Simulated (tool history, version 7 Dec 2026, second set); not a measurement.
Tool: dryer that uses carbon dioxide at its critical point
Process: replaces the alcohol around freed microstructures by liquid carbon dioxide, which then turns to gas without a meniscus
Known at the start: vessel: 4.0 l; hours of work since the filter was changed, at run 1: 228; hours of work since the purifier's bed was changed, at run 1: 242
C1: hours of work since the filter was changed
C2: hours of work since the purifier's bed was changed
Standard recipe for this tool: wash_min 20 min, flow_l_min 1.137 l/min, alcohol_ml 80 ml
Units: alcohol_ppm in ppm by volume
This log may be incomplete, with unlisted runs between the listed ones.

Run 1, day 0: usual settings; C1 228; C2 242. Result: alcohol_ppm 485 ppm by volume.
Run 2, day 1.025: usual settings; C1 237; C2 252. Result: alcohol_ppm 499 ppm by volume.
Run 3, day 1.492: usual settings; C1 241; C2 256. Result: alcohol_ppm 491 ppm by volume.
Run 4, day 2.112: usual settings but wash_min 13 min; C1 247; C2 262. Result: alcohol_ppm 1698 ppm by volume.
Run 5, day 2.617: usual settings but wash_min 13 min; C1 252; C2 267. Result: alcohol_ppm 1671 ppm by volume.
Run 6, day 3.454: usual settings but alcohol_ml 67 ml; C1 260; C2 275. Result: alcohol_ppm 431 ppm by volume.
Run 7, day 4.233: usual settings; C1 267; C2 282. Result: alcohol_ppm 556 ppm by volume.
Run 8, day 4.842: usual settings; C1 273; C2 288. Result: alcohol_ppm 538 ppm by volume.
At day 5.183: inlet filter changed.
Run 9, day 5.608: usual settings; C1 4; C2 294. Result: alcohol_ppm 301 ppm by volume.
Run 10, day 6.504: usual settings but alcohol_ml 27 ml; C1 12; C2 303. Result: alcohol_ppm 173 ppm by volume.
Run 11, day 7.133: usual settings but alcohol_ml 55 ml; C1 18; C2 309. Result: alcohol_ppm 252 ppm by volume.
Run 12, day 7.917: usual settings but alcohol_ml 55 ml; C1 26; C2 316. Result: alcohol_ppm 245 ppm by volume.
Run 13, day 8.371: usual settings but alcohol_ml 55 ml; C1 30; C2 320. Result: alcohol_ppm 255 ppm by volume.
Run 14, day 9.254: usual settings but alcohol_ml 55 ml; C1 38; C2 328. Result: alcohol_ppm 252 ppm by volume.
Run 15, day 9.858: usual settings but alcohol_ml 55 ml; C1 44; C2 334. Result: alcohol_ppm 278 ppm by volume.
Run 16, day 10.621: usual settings but alcohol_ml 55 ml; C1 51; C2 341. Result: alcohol_ppm 264 ppm by volume.
Run 17, day 11.262: usual settings but flow_l_min 0.82 l/min; C1 57; C2 347. Result: alcohol_ppm 905 ppm by volume.
Run 18, day 12.271: usual settings but wash_min 31 min, flow_l_min 1.21 l/min, alcohol_ml 41 ml; C1 66; C2 357. Result: alcohol_ppm 122 ppm by volume.
Run 19, day 13.112: usual settings but wash_min 31 min, flow_l_min 1.21 l/min, alcohol_ml 41 ml; C1 74; C2 364. Result: alcohol_ppm 122 ppm by volume.
Run 20, day 14.004: usual settings but wash_min 29 min, flow_l_min 1.72 l/min, alcohol_ml 65 ml; C1 82; C2 373. Result: alcohol_ppm 128 ppm by volume.
Run 21, day 14.638: usual settings but wash_min 29 min, flow_l_min 1.72 l/min, alcohol_ml 65 ml; C1 88; C2 379. Result: alcohol_ppm 129 ppm by volume.
Run 22, day 15.121: usual settings but wash_min 29 min, flow_l_min 1.72 l/min, alcohol_ml 24 ml; C1 93; C2 383. Result: alcohol_ppm 131 ppm by volume.
Run 23, day 16.212: usual settings but wash_min 32 min, flow_l_min 0.83 l/min, alcohol_ml 24 ml; C1 103; C2 393. Result: alcohol_ppm 166 ppm by volume.
Run 24, day 17.129: usual settings but wash_min 29 min, flow_l_min 1.44 l/min; C1 112; C2 402. Result: alcohol_ppm 152 ppm by volume.
Run 25, day 17.904: usual settings but wash_min 25 min, flow_l_min 1.43 l/min, alcohol_ml 30 ml; C1 119; C2 409. Result: alcohol_ppm 140 ppm by volume.
Run 26, day 18.508: usual settings but wash_min 21 min, flow_l_min 1.14 l/min, alcohol_ml 30 ml; C1 125; C2 415. Result: alcohol_ppm 219 ppm by volume.
Run 27, day 19.554: usual settings but flow_l_min 1.19 l/min, alcohol_ml 34 ml; C1 134; C2 425. Result: alcohol_ppm 245 ppm by volume.
Run 28, day 20.55: usual settings but flow_l_min 1.19 l/min, alcohol_ml 26 ml; C1 144; C2 434. Result: alcohol_ppm 203 ppm by volume.
Run 29, day 21.012: usual settings but wash_min 17 min, flow_l_min 1.68 l/min, alcohol_ml 27 ml; C1 148; C2 438. Result: alcohol_ppm 183 ppm by volume.
Run 30, day 21.95: usual settings but wash_min 17 min, flow_l_min 1.84 l/min; C1 157; C2 447. Result: alcohol_ppm 202 ppm by volume.
Run 31, day 22.475: usual settings but wash_min 13 min, flow_l_min 0.91 l/min; C1 162; C2 452. Result: alcohol_ppm 2472 ppm by volume.
Run 32, day 23.012: usual settings but wash_min 27 min, flow_l_min 0.75 l/min, alcohol_ml 71 ml; C1 167; C2 457. Result: alcohol_ppm 592 ppm by volume.
Run 33, day 23.875: usual settings but wash_min 26 min, flow_l_min 1.3 l/min, alcohol_ml 120 ml; C1 175; C2 465. Result: alcohol_ppm 224 ppm by volume.

Take each entry between the runs: how does the hidden state at the last listed run before it differ from the hidden state at the first listed run after it?
After run 8, before run 9: inlet filter changed (day 5.183)
  flow that reaches the vessel past the clogged filter, %: 82.8 -> 99.7; alcohol in the recycled carbon dioxide, ppm: 96 -> 98.1
  measured result minus the result with no hidden state, alcohol_ppm: +334 -> +96 ppm by volume

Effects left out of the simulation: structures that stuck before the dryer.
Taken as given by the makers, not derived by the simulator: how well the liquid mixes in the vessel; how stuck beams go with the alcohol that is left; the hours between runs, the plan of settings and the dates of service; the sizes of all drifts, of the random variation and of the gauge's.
